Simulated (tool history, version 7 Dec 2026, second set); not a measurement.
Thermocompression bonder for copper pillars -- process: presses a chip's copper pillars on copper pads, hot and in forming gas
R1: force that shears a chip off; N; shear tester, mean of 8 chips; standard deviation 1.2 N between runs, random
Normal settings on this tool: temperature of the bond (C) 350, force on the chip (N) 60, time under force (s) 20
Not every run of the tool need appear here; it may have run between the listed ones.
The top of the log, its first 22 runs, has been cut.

run 23 hour=183.3 | temperature_of_the_bond_(C)=326 force_on_the_chip_(N)=44 time_under_force_(s)=10 | R1=51.4
run 24 hour=194.6 | temperature_of_the_bond_(C)=326 force_on_the_chip_(N)=44 time_under_force_(s)=36 | R1=83.0
run 25 hour=201.4 | temperature_of_the_bond_(C)=355 force_on_the_chip_(N)=60 time_under_force_(s)=25 | R1=115.7
run 26 hour=212.6 | temperature_of_the_bond_(C)=338 force_on_the_chip_(N)=63 time_under_force_(s)=40 | R1=119.8
run 27 hour=219.5 | temperature_of_the_bond_(C)=324 force_on_the_chip_(N)=43 time_under_force_(s)=12 | R1=52.4
run 28 hour=226.6 | temperature_of_the_bond_(C)=324 force_on_the_chip_(N)=43 time_under_force_(s)=12 | R1=52.5
run 29 hour=237.2 | temperature_of_the_bond_(C)=374 force_on_the_chip_(N)=38 time_under_force_(s)=22 | R1=94.1
run 30 hour=245.8 | temperature_of_the_bond_(C)=352 force_on_the_chip_(N)=72 time_under_force_(s)=23 | R1=124.2
run 31 hour=253.2 | temperature_of_the_bond_(C)=336 force_on_the_chip_(N)=60 time_under_force_(s)=22 | R1=96.3
run 32 hour=260.6 | temperature_of_the_bond_(C)=336 force_on_the_chip_(N)=41 time_under_force_(s)=22 | R1=71.7
run 33 hour=271.1 | temperature_of_the_bond_(C)=321 force_on_the_chip_(N)=41 time_under_force_(s)=22 | R1=62.1
run 34 hour=277.9 | temperature_of_the_bond_(C)=367 force_on_the_chip_(N)=60 time_under_force_(s)=12 | R1=106.1
run 35 hour=286.1 | temperature_of_the_bond_(C)=365 force_on_the_chip_(N)=60 time_under_force_(s)=12 | R1=103.0
run 36 hour=291.2 | temperature_of_the_bond_(C)=365 force_on_the_chip_(N)=60 time_under_force_(s)=12 | R1=103.6
run 37 hour=298.4 | temperature_of_the_bond_(C)=365 force_on_the_chip_(N)=60 time_under_force_(s)=12 | R1=104.6
run 38 hour=304.1 | temperature_of_the_bond_(C)=365 force_on_the_chip_(N)=60 time_under_force_(s)=12 | R1=103.2
run 39 hour=310.8 | temperature_of_the_bond_(C)=334 force_on_the_chip_(N)=45 time_under_force_(s)=15 | R1=66.1

4 ways to go on from here, each from the tool as it stands after run 39. What would each give?
run A hour=316.9 | temperature_of_the_bond_(C)=354 force_on_the_chip_(N)=82 time_under_force_(s)=15 | R1=?
run B hour=316.9 | temperature_of_the_bond_(C)=334 force_on_the_chip_(N)=43 time_under_force_(s)=15 | R1=?
run C hour=316.9 | temperature_of_the_bond_(C)=356 force_on_the_chip_(N)=60 time_under_force_(s)=50 | R1=?
run D hour=316.9 | temperature_of_the_bond_(C)=360 force_on_the_chip_(N)=60 time_under_force_(s)=22 | R1=?

run=A R1=122.7
run=B R1=65.3
run=C R1=129.8
run=D R1=115.5
The same runs, with their run-to-run variation unchanged, on a tool lacking any hidden condition would have given:
run=A R1=125.9
run=B R1=66.5
run=C R1=133.4
run=D R1=118.5
